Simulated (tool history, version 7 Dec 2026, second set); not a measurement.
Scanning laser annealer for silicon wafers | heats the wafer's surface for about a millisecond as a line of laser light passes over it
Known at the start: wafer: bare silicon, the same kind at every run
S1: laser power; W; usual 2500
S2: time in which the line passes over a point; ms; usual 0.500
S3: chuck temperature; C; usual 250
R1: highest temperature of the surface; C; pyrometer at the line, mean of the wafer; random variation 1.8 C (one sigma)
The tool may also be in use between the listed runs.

run,hour,S1,S2,S3,R1
1,0.0,2500,0.500,250,1035
2,25.2,2500,0.500,250,1041
3,44.9,2500,0.500,250,1038
4,67.9,2500,0.500,250,1035
5,91.6,2500,0.592,250,1112
6,109.8,2500,0.500,250,1039
7,130.4,2500,0.381,250,932
8,148.8,2387,0.500,250,996
9,168.8,2387,0.500,250,996
10,197.7,2387,0.500,250,996
11,216.1,2387,0.500,250,994
12,249.0,2387,0.500,250,997
13,277.2,2387,0.500,250,997
14,299.8,2697,0.509,250,1125
15,331.7,2500,0.501,251,1038
16,350.0,2166,0.556,236,938

4 ways to go on from here, each from the tool as it stands after run 16. What would each give?
A,378.1,2683,0.520,277,?
B,378.1,2141,0.410,258,?
C,378.1,2363,0.455,238,?
D,378.1,2383,0.500,269,?

run,R1
A,1153
B,847
C,937
D,1017
Without the tool's hidden state the same runs would have given:
run,R1
A,1154
B,848
C,938
D,1018
